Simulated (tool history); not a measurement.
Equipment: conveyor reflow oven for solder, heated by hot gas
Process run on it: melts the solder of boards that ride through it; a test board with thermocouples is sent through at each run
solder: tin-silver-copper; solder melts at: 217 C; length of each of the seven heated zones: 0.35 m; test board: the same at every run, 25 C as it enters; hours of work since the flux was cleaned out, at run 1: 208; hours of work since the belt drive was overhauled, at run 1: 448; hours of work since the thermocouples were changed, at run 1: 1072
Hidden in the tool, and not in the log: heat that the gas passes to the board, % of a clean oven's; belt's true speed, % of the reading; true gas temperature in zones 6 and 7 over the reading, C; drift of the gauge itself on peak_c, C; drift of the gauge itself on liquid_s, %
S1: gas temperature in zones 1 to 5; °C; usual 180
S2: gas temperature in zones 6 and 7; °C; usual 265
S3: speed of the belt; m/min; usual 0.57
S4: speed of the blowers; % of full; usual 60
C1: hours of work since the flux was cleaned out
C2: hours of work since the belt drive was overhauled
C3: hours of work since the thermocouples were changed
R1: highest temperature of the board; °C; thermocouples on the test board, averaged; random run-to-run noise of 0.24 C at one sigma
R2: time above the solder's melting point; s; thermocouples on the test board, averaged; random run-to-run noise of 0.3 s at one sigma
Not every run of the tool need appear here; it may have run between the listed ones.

Run 1, day 0: usual settings; C1 208; C2 448; C3 1072. Result: R1 247.4 °C, R2 52.4 s.
Run 2, day 1.162: usual settings but S1 167 °C; C1 220; C2 460; C3 1084. Result: R1 244.8 °C, R2 45.2 s.
Run 3, day 2.471: usual settings but S1 167 °C; C1 234; C2 473; C3 1097. Result: R1 244.6 °C, R2 44.7 s.
Run 4, day 4.442: usual settings but S1 167 °C; C1 254; C2 494; C3 1118. Result: R1 244.2 °C, R2 44.9 s.
At day 4.8: thermocouples of zones 6 and 7 changed.
Run 5, day 6.154: usual settings but S1 167 °C; C1 271; C2 511; C3 14. Result: R1 241.3 °C, R2 42.2 s.
Run 6, day 7.204: usual settings but S1 167 °C; C1 282; C2 521; C3 25. Result: R1 241.7 °C, R2 41.2 s.
Run 7, day 8.996: usual settings but S1 167 °C; C1 300; C2 540; C3 43. Result: R1 241.3 °C, R2 41.8 s.
Run 8, day 10.946: usual settings but S1 167 °C; C1 320; C2 560; C3 64. Result: R1 240.7 °C, R2 41.2 s.
Run 9, day 12.908: usual settings but S4 53 % of full; C1 341; C2 581; C3 84. Result: R1 241.8 °C, R2 45.9 s.
Run 10, day 13.771: usual settings but S3 0.53 m/min, S4 53 % of full; C1 350; C2 589; C3 93. Result: R1 244.7 °C, R2 53.1 s.
Run 11, day 15.188: usual settings but S3 0.53 m/min, S4 50 % of full; C1 364; C2 604; C3 108. Result: R1 243.4 °C, R2 52.1 s.
Run 12, day 16.65: usual settings but S3 0.53 m/min, S4 50 % of full; C1 379; C2 619; C3 123. Result: R1 243.4 °C, R2 51.5 s.
Run 13, day 18.038: usual settings but S3 0.53 m/min, S4 50 % of full; C1 394; C2 634; C3 137. Result: R1 243.2 °C, R2 51.3 s.
Run 14, day 18.904: usual settings but S3 0.53 m/min, S4 50 % of full; C1 403; C2 643; C3 146. Result: R1 243.2 °C, R2 51.5 s.
Run 15, day 20.521: usual settings but S1 174 °C; C1 420; C2 659; C3 163. Result: R1 242.1 °C, R2 44 s.
Run 16, day 21.6: usual settings but S1 185 °C, S3 0.579 m/min, S4 50 % of full; C1 431; C2 671; C3 174. Result: R1 241.1 °C, R2 45.1 s.
Run 17, day 23.408: usual settings but S1 185 °C, S3 0.673 m/min, S4 83 % of full; C1 449; C2 689; C3 193. Result: R1 243.5 °C, R2 42.6 s.
Run 18, day 24.754: usual settings but S1 185 °C, S3 0.673 m/min, S4 83 % of full; C1 463; C2 703; C3 207. Result: R1 243.3 °C, R2 42.5 s.
Run 19, day 26.229: usual settings but S1 178 °C, S3 0.603 m/min; C1 479; C2 718; C3 222. Result: R1 240 °C, R2 40.4 s.
At day 27.121: flux residue cleaned out of gas plates and filters.
Run 20, day 28.396: usual settings but S1 181 °C, S2 268 °C, S3 0.547 m/min, S4 52 % of full; C1 13; C2 739; C3 242. Result: R1 249.6 °C, R2 56.5 s.
Run 21, day 29.271: usual settings but S1 165 °C, S2 280 °C, S3 0.547 m/min, S4 52 % of full; C1 22; C2 748; C3 251. Result: R1 256.2 °C, R2 55.9 s.
Run 22, day 30.512: usual settings but S1 165 °C, S2 280 °C, S3 0.547 m/min, S4 52 % of full; C1 35; C2 761; C3 264. Result: R1 255.9 °C, R2 55.9 s.
Run 23, day 31.992: usual settings but S1 165 °C, S2 280 °C, S3 0.547 m/min, S4 52 % of full; C1 50; C2 776; C3 279. Result: R1 256.1 °C, R2 55.3 s.
Run 24, day 33.554: usual settings but S1 186 °C, S2 268 °C, S3 0.538 m/min, S4 74 % of full; C1 67; C2 792; C3 296. Result: R1 256.1 °C, R2 67.3 s.
Run 25, day 35.633: usual settings but S1 186 °C, S2 268 °C, S3 0.538 m/min, S4 74 % of full; C1 88; C2 814; C3 317. Result: R1 256.1 °C, R2 66.4 s.
Run 26, day 37.417: usual settings but S1 170 °C, S2 268 °C, S3 0.464 m/min, S4 55 % of full; C1 107; C2 832; C3 335. Result: R1 253 °C, R2 67.7 s.
Run 27, day 39.258: usual settings but S1 169 °C, S2 272 °C, S3 0.516 m/min, S4 55 % of full; C1 126; C2 851; C3 355. Result: R1 253.1 °C, R2 59.3 s.

Alternative continuations, all from the tool just after run 27; predict every row:
Run A, day 40.675: usual settings but S4 73 % of full; C1 140; C2 866; C3 369. Result: R1 ?, R2 ?.
Run B, day 40.675: usual settings but S1 171 °C, S2 272 °C, S3 0.555 m/min, S4 84 % of full; C1 140; C2 866; C3 369. Result: R1 ?, R2 ?.
Run C, day 40.675: usual settings but S1 185 °C, S4 52 % of full; C1 140; C2 866; C3 369. Result: R1 ?, R2 ?.
Run D, day 40.675: usual settings but S2 255 °C; C1 140; C2 866; C3 369. Result: R1 ?, R2 ?.

run     R1    R2
  A  250.2  55.9
  B  258.3    60
  C  245.9  52.5
  D    239  45.1
Without the tool's unlogged condition, the same runs would have read:
run     R1    R2
  A  250.4  56.1
  B  258.6  60.2
  C  245.9  52.6
  D    239  45.4
